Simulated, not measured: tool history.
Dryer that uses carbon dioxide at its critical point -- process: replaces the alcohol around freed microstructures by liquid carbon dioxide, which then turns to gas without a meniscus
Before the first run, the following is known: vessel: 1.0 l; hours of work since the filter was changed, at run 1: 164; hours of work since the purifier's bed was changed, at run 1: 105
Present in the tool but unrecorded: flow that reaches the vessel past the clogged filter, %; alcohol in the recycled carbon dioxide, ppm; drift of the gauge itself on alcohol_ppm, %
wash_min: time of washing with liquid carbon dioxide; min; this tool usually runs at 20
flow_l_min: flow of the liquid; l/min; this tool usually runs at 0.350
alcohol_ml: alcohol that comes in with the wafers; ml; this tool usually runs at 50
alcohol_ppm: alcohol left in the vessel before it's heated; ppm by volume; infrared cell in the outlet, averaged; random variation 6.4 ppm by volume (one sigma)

run	day	wash_min	flow_l_min	alcohol_ml	hours of work since the filter was changed	hours of work since the purifier's bed was changed	alcohol_ppm
1	0.000	20	0.350	50	164	105	382
2	0.458	20	0.350	50	168	109	375
3	0.904	20	0.350	50	172	113	391
4	1.188	20	0.350	50	175	116	405
5	1.704	20	0.350	50	179	120	387
6	2.242	20	0.350	50	184	125	399
7	2.604	20	0.350	50	188	129	395
8	3.083	20	0.350	50	192	133	397
9	3.492	20	0.350	50	196	137	422
10	3.896	16	0.350	61	199	140	1266
11	4.238	20	0.241	27	202	143	1023
12	4.542	20	0.241	27	205	146	1037

Run 13, settings as shown, results not yet in. Your forecast:
13	4.900	15	0.394	27	209	150	?

{"run 13": {"alcohol_ppm": 465}}
With no hidden state in the tool, this same run would have given alcohol_ppm 310 ppm by volume.

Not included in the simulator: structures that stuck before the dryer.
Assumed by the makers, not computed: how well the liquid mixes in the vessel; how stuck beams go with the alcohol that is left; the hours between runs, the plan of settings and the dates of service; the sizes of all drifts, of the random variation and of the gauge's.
